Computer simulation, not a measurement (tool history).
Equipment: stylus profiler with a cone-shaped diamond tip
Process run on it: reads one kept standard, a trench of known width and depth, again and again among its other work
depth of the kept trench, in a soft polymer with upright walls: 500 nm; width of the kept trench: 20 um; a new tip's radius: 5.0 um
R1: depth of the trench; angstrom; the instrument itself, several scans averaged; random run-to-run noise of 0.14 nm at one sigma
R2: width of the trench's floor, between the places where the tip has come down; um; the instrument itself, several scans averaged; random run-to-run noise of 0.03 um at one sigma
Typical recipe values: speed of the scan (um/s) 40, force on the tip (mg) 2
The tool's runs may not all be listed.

run 1 hour=0 | speed_of_the_scan_(um/s)=40 force_on_the_tip_(mg)=2 | R1=5055.6 R2=15.06
run 2 hour=13.9 | speed_of_the_scan_(um/s)=11 force_on_the_tip_(mg)=2 | R1=5055.4 R2=15.25
run 3 hour=28.8 | speed_of_the_scan_(um/s)=11 force_on_the_tip_(mg)=2 | R1=5055.8 R2=15.22
run 4 hour=42.4 | speed_of_the_scan_(um/s)=11 force_on_the_tip_(mg)=2 | R1=5056.2 R2=15.2
run 5 hour=49.9 | speed_of_the_scan_(um/s)=11 force_on_the_tip_(mg)=1.83 | R1=5051.6 R2=15.19
run 6 hour=65.3 | speed_of_the_scan_(um/s)=11 force_on_the_tip_(mg)=1.41 | R1=5043.7 R2=15.16
run 7 hour=79.8 | speed_of_the_scan_(um/s)=59 force_on_the_tip_(mg)=1.41 | R1=5045.2 R2=14.9
run 8 hour=96.5 | speed_of_the_scan_(um/s)=59 force_on_the_tip_(mg)=1.56 | R1=5049.1 R2=14.91
run 9 hour=108.2 | speed_of_the_scan_(um/s)=59 force_on_the_tip_(mg)=1.56 | R1=5050.1 R2=14.87
run 10 hour=122.2 | speed_of_the_scan_(um/s)=59 force_on_the_tip_(mg)=1.56 | R1=5047.7 R2=14.84
run 11 hour=131 | speed_of_the_scan_(um/s)=59 force_on_the_tip_(mg)=1.56 | R1=5047.8 R2=14.88
run 12 hour=141.4 | speed_of_the_scan_(um/s)=70 force_on_the_tip_(mg)=1.56 | R1=5047.8 R2=14.73
run 13 hour=152.3 | speed_of_the_scan_(um/s)=40 force_on_the_tip_(mg)=5.05 | R1=5107.3 R2=14.99
run 14 hour=161.9 | speed_of_the_scan_(um/s)=62 force_on_the_tip_(mg)=5.05 | R1=5103.7 R2=14.93
run 15 hour=172.4 | speed_of_the_scan_(um/s)=40 force_on_the_tip_(mg)=2 | R1=5057.5 R2=14.92
run 16 hour=185.2 | speed_of_the_scan_(um/s)=40 force_on_the_tip_(mg)=2 | R1=5057.4 R2=14.93
run 17 hour=198.7 | speed_of_the_scan_(um/s)=40 force_on_the_tip_(mg)=2 | R1=5053 R2=14.89
run 18 hour=206.6 | speed_of_the_scan_(um/s)=40 force_on_the_tip_(mg)=2 | R1=5056.6 R2=14.89
run 19 hour=221.7 | speed_of_the_scan_(um/s)=40 force_on_the_tip_(mg)=2 | R1=5056.8 R2=14.89
run 20 hour=238 | speed_of_the_scan_(um/s)=123 force_on_the_tip_(mg)=1.86 | R1=5051.4 R2=14.45
run 21 hour=248.1 | speed_of_the_scan_(um/s)=30 force_on_the_tip_(mg)=0.9 | R1=5031.7 R2=14.87
run 22 hour=256.6 | speed_of_the_scan_(um/s)=30 force_on_the_tip_(mg)=0.9 | R1=5033.1 R2=14.72
run 23 hour=266 | speed_of_the_scan_(um/s)=11 force_on_the_tip_(mg)=1.15 | R1=5038.3 R2=14.96
run 24 hour=276.8 | speed_of_the_scan_(um/s)=30 force_on_the_tip_(mg)=2.71 | R1=5065.9 R2=14.94
run 25 hour=288.1 | speed_of_the_scan_(um/s)=30 force_on_the_tip_(mg)=2.71 | R1=5067.8 R2=14.86
run 26 hour=298.7 | speed_of_the_scan_(um/s)=12 force_on_the_tip_(mg)=2 | R1=5056.5 R2=14.93
run 27 hour=313.4 | speed_of_the_scan_(um/s)=12 force_on_the_tip_(mg)=2 | R1=5055.6 R2=14.91
run 28 hour=320.5 | speed_of_the_scan_(um/s)=11 force_on_the_tip_(mg)=0.79 | R1=5028.2 R2=14.86
run 29 hour=337.2 | speed_of_the_scan_(um/s)=79 force_on_the_tip_(mg)=0.73 | R1=5026.1 R2=14.38
run 30 hour=347.7 | speed_of_the_scan_(um/s)=40 force_on_the_tip_(mg)=0.88 | R1=5029 R2=14.63
run 31 hour=360.3 | speed_of_the_scan_(um/s)=31 force_on_the_tip_(mg)=1.24 | R1=5040.9 R2=14.74
run 32 hour=369.1 | speed_of_the_scan_(um/s)=46 force_on_the_tip_(mg)=3.25 | R1=5074.2 R2=14.74
run 33 hour=382 | speed_of_the_scan_(um/s)=120 force_on_the_tip_(mg)=2.33 | R1=5059.9 R2=14.44
run 34 hour=391.7 | speed_of_the_scan_(um/s)=120 force_on_the_tip_(mg)=2.33 | R1=5062.7 R2=14.44
run 35 hour=401.1 | speed_of_the_scan_(um/s)=91 force_on_the_tip_(mg)=2.17 | R1=5058.1 R2=14.45
run 36 hour=411.9 | speed_of_the_scan_(um/s)=91 force_on_the_tip_(mg)=2.17 | R1=5056.8 R2=14.47
run 37 hour=425.9 | speed_of_the_scan_(um/s)=91 force_on_the_tip_(mg)=2.17 | R1=5057.5 R2=14.47
run 38 hour=435.3 | speed_of_the_scan_(um/s)=91 force_on_the_tip_(mg)=2.17 | R1=5058 R2=14.45

Some steps in R1, run to run, broken into two amounts with sign: the step expected even without the hidden condition (settings, incoming material, random variation), and the rest, left for the hidden condition together with whatever gauge scatter is not in both the measured and the hidden-condition-free result:
The tool's hidden condition here consists of: radius of the tip, um; height scale over the true one, %; drift of the gauge itself on depth_nm, %; drift of the gauge itself on floor_um, %.
Run 2 -> 3: no setting touched and nothing written in the log between the runs. R1 +0.4 angstrom: hidden state -0.1, all else +0.5.
Run 4 -> 5: force on the tip (mg) 2 -> 1.83. R1 -4.6 angstrom: hidden state -0.1, all else -4.5.
Run 5 -> 6: force on the tip (mg) 1.83 -> 1.41. R1 -7.9 angstrom: hidden state -0.1, all else -7.8.
Run 12 -> 13: speed of the scan (um/s) 70 -> 40, force on the tip (mg) 1.56 -> 5.05. R1 +59.5 angstrom: hidden state +0, all else +59.5.
Run 14 -> 15: speed of the scan (um/s) 62 -> 40, force on the tip (mg) 5.05 -> 2. R1 -46.2 angstrom: hidden state -0.1, all else -46.1.
Run 31 -> 32: speed of the scan (um/s) 31 -> 46, force on the tip (mg) 1.24 -> 3.25. R1 +33.3 angstrom: hidden state -0.1, all else +33.4.
